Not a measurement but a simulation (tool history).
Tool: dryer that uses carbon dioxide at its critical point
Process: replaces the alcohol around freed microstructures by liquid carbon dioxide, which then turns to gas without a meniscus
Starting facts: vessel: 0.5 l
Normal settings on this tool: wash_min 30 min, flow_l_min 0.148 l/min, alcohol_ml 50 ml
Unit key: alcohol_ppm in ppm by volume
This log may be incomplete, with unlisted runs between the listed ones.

{"run": 1, "hour": 0.0, "wash_min": 30, "flow_l_min": 0.148, "alcohol_ml": 50, "alcohol_ppm": 110}
{"run": 2, "hour": 31.3, "wash_min": 30, "flow_l_min": 0.148, "alcohol_ml": 50, "alcohol_ppm": 123}
{"run": 3, "hour": 52.1, "wash_min": 30, "flow_l_min": 0.148, "alcohol_ml": 47, "alcohol_ppm": 103}
{"run": 4, "hour": 78.7, "wash_min": 30, "flow_l_min": 0.148, "alcohol_ml": 47, "alcohol_ppm": 111}
{"run": 5, "hour": 96.1, "wash_min": 30, "flow_l_min": 0.148, "alcohol_ml": 50, "alcohol_ppm": 125}
{"run": 6, "hour": 125.4, "wash_min": 30, "flow_l_min": 0.148, "alcohol_ml": 50, "alcohol_ppm": 120}
{"run": 7, "hour": 160.2, "wash_min": 30, "flow_l_min": 0.148, "alcohol_ml": 50, "alcohol_ppm": 125}
{"run": 8, "hour": 184.6, "wash_min": 30, "flow_l_min": 0.148, "alcohol_ml": 50, "alcohol_ppm": 143}
{"run": 9, "hour": 218.7, "wash_min": 38, "flow_l_min": 0.148, "alcohol_ml": 50, "alcohol_ppm": 83}
{"run": 10, "hour": 246.6, "wash_min": 38, "flow_l_min": 0.148, "alcohol_ml": 50, "alcohol_ppm": 87}
{"run": 11, "hour": 283.9, "wash_min": 38, "flow_l_min": 0.148, "alcohol_ml": 41, "alcohol_ppm": 81}
{"run": 12, "hour": 315.7, "wash_min": 38, "flow_l_min": 0.148, "alcohol_ml": 41, "alcohol_ppm": 83}
{"run": 13, "hour": 342.4, "wash_min": 38, "flow_l_min": 0.148, "alcohol_ml": 41, "alcohol_ppm": 90}
{"run": 14, "hour": 365.4, "wash_min": 38, "flow_l_min": 0.148, "alcohol_ml": 41, "alcohol_ppm": 100}
{"run": 15, "hour": 384.9, "wash_min": 38, "flow_l_min": 0.148, "alcohol_ml": 41, "alcohol_ppm": 90}
{"run": 16, "hour": 401.0, "wash_min": 38, "flow_l_min": 0.148, "alcohol_ml": 41, "alcohol_ppm": 86}
{"run": 17, "hour": 419.4, "wash_min": 38, "flow_l_min": 0.148, "alcohol_ml": 41, "alcohol_ppm": 106}
{"run": 18, "hour": 447.7, "wash_min": 30, "flow_l_min": 0.148, "alcohol_ml": 50, "alcohol_ppm": 216}
{"run": 19, "hour": 473.5, "wash_min": 30, "flow_l_min": 0.148, "alcohol_ml": 50, "alcohol_ppm": 209}
{"run": 20, "hour": 501.8, "wash_min": 30, "flow_l_min": 0.148, "alcohol_ml": 119, "alcohol_ppm": 441}
{"run": 21, "hour": 522.9, "wash_min": 30, "flow_l_min": 0.148, "alcohol_ml": 119, "alcohol_ppm": 450}
{"run": 22, "hour": 547.6, "wash_min": 30, "flow_l_min": 0.148, "alcohol_ml": 119, "alcohol_ppm": 486}
{"run": 23, "hour": 583.0, "wash_min": 30, "flow_l_min": 0.148, "alcohol_ml": 50, "alcohol_ppm": 275}
{"hour": 608.8, "done": "inlet filter changed"}
{"run": 24, "hour": 613.6, "wash_min": 24, "flow_l_min": 0.148, "alcohol_ml": 50, "alcohol_ppm": 305}
{"run": 25, "hour": 637.1, "wash_min": 24, "flow_l_min": 0.223, "alcohol_ml": 50, "alcohol_ppm": 111}
{"run": 26, "hour": 660.0, "wash_min": 35, "flow_l_min": 0.149, "alcohol_ml": 61, "alcohol_ppm": 111}
{"run": 27, "hour": 689.4, "wash_min": 35, "flow_l_min": 0.152, "alcohol_ml": 87, "alcohol_ppm": 118}
{"run": 28, "hour": 709.0, "wash_min": 41, "flow_l_min": 0.173, "alcohol_ml": 87, "alcohol_ppm": 93}
{"run": 29, "hour": 733.6, "wash_min": 21, "flow_l_min": 0.218, "alcohol_ml": 30, "alcohol_ppm": 141}
{"run": 30, "hour": 758.5, "wash_min": 21, "flow_l_min": 0.218, "alcohol_ml": 30, "alcohol_ppm": 137}
{"run": 31, "hour": 782.7, "wash_min": 21, "flow_l_min": 0.196, "alcohol_ml": 23, "alcohol_ppm": 170}
{"run": 32, "hour": 819.4, "wash_min": 21, "flow_l_min": 0.196, "alcohol_ml": 23, "alcohol_ppm": 170}
{"run": 33, "hour": 847.8, "wash_min": 30, "flow_l_min": 0.101, "alcohol_ml": 50, "alcohol_ppm": 777}
{"run": 34, "hour": 884.0, "wash_min": 22, "flow_l_min": 0.227, "alcohol_ml": 21, "alcohol_ppm": 131}
{"run": 35, "hour": 911.0, "wash_min": 30, "flow_l_min": 0.184, "alcohol_ml": 73, "alcohol_ppm": 132}
{"run": 36, "hour": 948.4, "wash_min": 43, "flow_l_min": 0.094, "alcohol_ml": 50, "alcohol_ppm": 264}
{"run": 37, "hour": 984.4, "wash_min": 43, "flow_l_min": 0.094, "alcohol_ml": 39, "alcohol_ppm": 237}
{"run": 38, "hour": 1003.9, "wash_min": 43, "flow_l_min": 0.094, "alcohol_ml": 39, "alcohol_ppm": 247}
{"run": 39, "hour": 1036.5, "wash_min": 22, "flow_l_min": 0.097, "alcohol_ml": 21, "alcohol_ppm": 1612}
{"run": 40, "hour": 1058.8, "wash_min": 19, "flow_l_min": 0.097, "alcohol_ml": 21, "alcohol_ppm": 2536}
{"run": 41, "hour": 1096.5, "wash_min": 19, "flow_l_min": 0.097, "alcohol_ml": 21, "alcohol_ppm": 2580}
{"run": 42, "hour": 1117.9, "wash_min": 19, "flow_l_min": 0.155, "alcohol_ml": 21, "alcohol_ppm": 649}
{"run": 43, "hour": 1135.0, "wash_min": 34, "flow_l_min": 0.202, "alcohol_ml": 50, "alcohol_ppm": 136}
{"run": 44, "hour": 1158.6, "wash_min": 19, "flow_l_min": 0.111, "alcohol_ml": 43, "alcohol_ppm": 3775}
{"run": 45, "hour": 1191.2, "wash_min": 33, "flow_l_min": 0.148, "alcohol_ml": 95, "alcohol_ppm": 291}
{"run": 46, "hour": 1208.8, "wash_min": 33, "flow_l_min": 0.148, "alcohol_ml": 95, "alcohol_ppm": 287}

Some steps in alcohol_ppm, run to run, broken into two amounts with sign: the step expected even without the hidden condition (settings, incoming material, random variation), and the rest, left for the hidden condition together with whatever gauge scatter is not in both the measured and the hidden-condition-free result:
Hidden conditions of the tool in this case: flow that reaches the vessel past the clogged filter, %; alcohol in the recycled carbon dioxide, ppm; drift of the gauge itself on alcohol_ppm, %.
Run 41 -> 42: flow_l_min 0.097 -> 0.155. alcohol_ppm -1931 ppm by volume: hidden state -628, all else -1303.
Run 43 -> 44: wash_min 34 -> 19, flow_l_min 0.202 -> 0.111, alcohol_ml 50 -> 43. alcohol_ppm +3639 ppm by volume: hidden state +1613, all else +2026.
Run 44 -> 45: wash_min 19 -> 33, flow_l_min 0.111 -> 0.148, alcohol_ml 43 -> 95. alcohol_ppm -3484 ppm by volume: hidden state -1491, all else -1993.
